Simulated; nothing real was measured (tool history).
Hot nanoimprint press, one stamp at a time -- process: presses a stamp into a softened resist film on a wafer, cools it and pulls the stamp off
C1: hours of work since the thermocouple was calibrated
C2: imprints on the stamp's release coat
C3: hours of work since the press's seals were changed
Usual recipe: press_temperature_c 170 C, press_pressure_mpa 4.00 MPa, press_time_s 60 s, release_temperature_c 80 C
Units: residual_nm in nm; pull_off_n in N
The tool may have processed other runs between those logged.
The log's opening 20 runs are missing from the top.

Run 21, day 9.350: usual settings but press_temperature_c 181 C, press_time_s 97 s; C1 192; C2 523; C3 182. Result: residual_nm 103.9 nm, pull_off_n 123 N.
Run 22, day 9.733: usual settings but press_temperature_c 171 C, press_pressure_mpa 4.67 MPa, press_time_s 41 s, release_temperature_c 74 C; C1 196; C2 540; C3 187. Result: residual_nm 207.1 nm, pull_off_n 131 N.
Run 23, day 10.188: usual settings but press_temperature_c 171 C, press_pressure_mpa 4.67 MPa, press_time_s 41 s, release_temperature_c 74 C; C1 201; C2 561; C3 192. Result: residual_nm 207.9 nm, pull_off_n 136 N.
Run 24, day 10.796: usual settings but press_pressure_mpa 2.71 MPa, press_time_s 86 s, release_temperature_c 82 C; C1 208; C2 588; C3 198. Result: residual_nm 202.4 nm, pull_off_n 119 N.
Run 25, day 11.175: usual settings but press_temperature_c 169 C, press_pressure_mpa 2.71 MPa, press_time_s 89 s, release_temperature_c 72 C; C1 212; C2 605; C3 203. Result: residual_nm 206.7 nm, pull_off_n 134 N.
Run 26, day 11.642: usual settings but press_temperature_c 176 C, press_pressure_mpa 2.71 MPa, press_time_s 41 s, release_temperature_c 83 C; C1 217; C2 626; C3 208. Result: residual_nm 208.2 nm, pull_off_n 121 N.
Run 27, day 11.917: usual settings but press_temperature_c 176 C, press_pressure_mpa 2.71 MPa, press_time_s 41 s, release_temperature_c 83 C; C1 220; C2 638; C3 211. Result: residual_nm 206.9 nm, pull_off_n 116 N.
Run 28, day 12.517: usual settings but press_temperature_c 176 C, press_time_s 115 s, release_temperature_c 67 C; C1 227; C2 665; C3 218. Result: residual_nm 119.0 nm, pull_off_n 142 N.
At day 13.008: gauge calibrated.
Run 29, day 13.029: usual settings but press_pressure_mpa 2.81 MPa, release_temperature_c 75 C; C1 233; C2 688; C3 223. Result: residual_nm 226.7 nm, pull_off_n 131 N.
Run 30, day 13.358: usual settings but press_temperature_c 171 C, press_pressure_mpa 2.81 MPa, release_temperature_c 75 C; C1 237; C2 703; C3 227. Result: residual_nm 219.4 nm, pull_off_n 134 N.
Run 31, day 13.671: usual settings but press_temperature_c 158 C, press_time_s 80 s; C1 240; C2 717; C3 231. Result: residual_nm 279.2 nm, pull_off_n 126 N.

Below are 3 alternative next runs, each starting from the tool's condition after run 31. Predict each:
Run A, day 14.288: usual settings but press_temperature_c 179 C, press_time_s 91 s; C1 247; C2 744; C3 237. Result: residual_nm ?, pull_off_n ?.
Run B, day 14.288: usual settings but press_temperature_c 172 C, press_time_s 35 s; C1 247; C2 744; C3 237. Result: residual_nm ?, pull_off_n ?.
Run C, day 14.288: usual settings but press_temperature_c 158 C, press_time_s 106 s; C1 247; C2 744; C3 237. Result: residual_nm ?, pull_off_n ?.

run  residual_nm  pull_off_n
  A        117.5         121
  B        223.5         124
  C        262.7         121
What these runs would have given with no unlogged condition in the tool:
run  residual_nm  pull_off_n
  A        117.9         120
  B        224.4         124
  C        263.7         121
